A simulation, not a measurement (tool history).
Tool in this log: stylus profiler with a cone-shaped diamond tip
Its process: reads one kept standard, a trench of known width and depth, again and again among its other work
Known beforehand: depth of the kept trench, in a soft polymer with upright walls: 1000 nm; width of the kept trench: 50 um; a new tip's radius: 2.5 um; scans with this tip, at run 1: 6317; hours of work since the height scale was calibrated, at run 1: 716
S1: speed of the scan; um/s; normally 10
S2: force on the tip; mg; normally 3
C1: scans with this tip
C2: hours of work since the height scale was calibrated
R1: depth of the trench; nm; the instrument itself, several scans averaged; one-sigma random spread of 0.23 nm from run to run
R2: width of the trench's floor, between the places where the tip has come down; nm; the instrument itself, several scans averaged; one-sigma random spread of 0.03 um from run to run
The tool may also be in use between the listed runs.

{"run": 1, "hour": 0.0, "S1": 10, "S2": 3, "C1": 6317, "C2": 716, "R1": 1013.66, "R2": 45930}
{"run": 2, "hour": 22.0, "S1": 14, "S2": 3, "C1": 6458, "C2": 732, "R1": 1013.57, "R2": 45920}
{"run": 3, "hour": 70.7, "S1": 14, "S2": 3, "C1": 6770, "C2": 768, "R1": 1013.52, "R2": 46010}
{"run": 4, "hour": 107.6, "S1": 14, "S2": 3, "C1": 7008, "C2": 795, "R1": 1014.47, "R2": 45900}
{"run": 5, "hour": 130.9, "S1": 14, "S2": 3, "C1": 7157, "C2": 812, "R1": 1013.56, "R2": 45960}
{"hour": 155.8, "done": "height scale calibrated on a step standard"}
{"run": 6, "hour": 156.3, "S1": 10, "S2": 3, "C1": 7317, "C2": 0, "R1": 1013.79, "R2": 46000}
{"run": 7, "hour": 203.6, "S1": 6, "S2": 3, "C1": 7621, "C2": 35, "R1": 1014.06, "R2": 45980}
{"run": 8, "hour": 232.4, "S1": 10, "S2": 3, "C1": 7805, "C2": 56, "R1": 1013.75, "R2": 45930}
{"run": 9, "hour": 255.6, "S1": 10, "S2": 3, "C1": 7954, "C2": 73, "R1": 1013.32, "R2": 45960}
{"run": 10, "hour": 299.9, "S1": 6, "S2": 3, "C1": 8239, "C2": 105, "R1": 1013.41, "R2": 45990}
{"run": 11, "hour": 336.2, "S1": 6, "S2": 3, "C1": 8472, "C2": 131, "R1": 1014.06, "R2": 45990}
{"run": 12, "hour": 382.1, "S1": 10, "S2": 3.1, "C1": 8767, "C2": 165, "R1": 1014.39, "R2": 45970}
{"run": 13, "hour": 426.5, "S1": 10, "S2": 3, "C1": 9052, "C2": 197, "R1": 1014.21, "R2": 45950}
{"run": 14, "hour": 449.2, "S1": 20, "S2": 3, "C1": 9197, "C2": 214, "R1": 1013.56, "R2": 45880}
{"run": 15, "hour": 479.6, "S1": 20, "S2": 3, "C1": 9392, "C2": 236, "R1": 1014.08, "R2": 45940}
{"run": 16, "hour": 503.0, "S1": 10, "S2": 3, "C1": 9543, "C2": 253, "R1": 1013.75, "R2": 45980}
{"run": 17, "hour": 531.5, "S1": 10, "S2": 3, "C1": 9725, "C2": 273, "R1": 1013.54, "R2": 45900}
{"run": 18, "hour": 560.6, "S1": 10, "S2": 3, "C1": 9912, "C2": 295, "R1": 1013.74, "R2": 45940}
{"run": 19, "hour": 585.6, "S1": 10, "S2": 3, "C1": 10073, "C2": 313, "R1": 1013.89, "R2": 45960}
{"run": 20, "hour": 613.3, "S1": 10, "S2": 3, "C1": 10251, "C2": 333, "R1": 1013.84, "R2": 45950}
{"run": 21, "hour": 650.5, "S1": 10, "S2": 3, "C1": 10490, "C2": 360, "R1": 1013.69, "R2": 45980}
{"run": 22, "hour": 693.4, "S1": 10, "S2": 3, "C1": 10765, "C2": 391, "R1": 1013.8, "R2": 45940}
{"run": 23, "hour": 732.2, "S1": 10, "S2": 3, "C1": 11014, "C2": 420, "R1": 1013.61, "R2": 45950}
{"run": 24, "hour": 766.6, "S1": 2, "S2": 4.76, "C1": 11235, "C2": 445, "R1": 1018.93, "R2": 45960}
{"run": 25, "hour": 787.1, "S1": 6, "S2": 4.72, "C1": 11367, "C2": 460, "R1": 1018.96, "R2": 45950}
{"run": 26, "hour": 810.3, "S1": 7, "S2": 5.54, "C1": 11515, "C2": 476, "R1": 1021.07, "R2": 45980}
{"run": 27, "hour": 830.4, "S1": 4, "S2": 1.18, "C1": 11645, "C2": 491, "R1": 1007.72, "R2": 45930}
{"run": 28, "hour": 878.9, "S1": 4, "S2": 1.18, "C1": 11956, "C2": 526, "R1": 1007.69, "R2": 45960}
{"run": 29, "hour": 925.2, "S1": 11, "S2": 1.4, "C1": 12253, "C2": 560, "R1": 1007.87, "R2": 45890}
{"run": 30, "hour": 974.0, "S1": 11, "S2": 1.4, "C1": 12566, "C2": 596, "R1": 1008.35, "R2": 45950}
{"run": 31, "hour": 996.5, "S1": 4, "S2": 1.24, "C1": 12711, "C2": 612, "R1": 1007.45, "R2": 46000}
{"run": 32, "hour": 1023.3, "S1": 4, "S2": 1.24, "C1": 12883, "C2": 632, "R1": 1007.69, "R2": 45950}
{"run": 33, "hour": 1048.0, "S1": 4, "S2": 1.35, "C1": 13041, "C2": 649, "R1": 1008.08, "R2": 45990}
{"run": 34, "hour": 1069.1, "S1": 4, "S2": 1.35, "C1": 13177, "C2": 665, "R1": 1008.35, "R2": 45990}
{"run": 35, "hour": 1098.1, "S1": 2, "S2": 1.43, "C1": 13364, "C2": 686, "R1": 1008.4, "R2": 45980}
{"run": 36, "hour": 1133.4, "S1": 2, "S2": 1.43, "C1": 13590, "C2": 712, "R1": 1008.5, "R2": 46010}
{"run": 37, "hour": 1177.8, "S1": 10, "S2": 2.06, "C1": 13875, "C2": 744, "R1": 1010.55, "R2": 46020}
{"run": 38, "hour": 1207.7, "S1": 3, "S2": 1.12, "C1": 14067, "C2": 766, "R1": 1007.42, "R2": 46010}
{"run": 39, "hour": 1234.9, "S1": 17, "S2": 2.66, "C1": 14242, "C2": 786, "R1": 1012.9, "R2": 45970}

Run 40 comes next. What will it give?
{"run": 40, "hour": 1275.7, "S1": 7, "S2": 1.07, "C1": 14504, "C2": 815, "R1": "?", "R2": "?"}

R1: 1007.17 nm
R2: 45890 nm
With no hidden state in the tool, this same run would have given R1 1007.15 nm, R2 45900 nm.
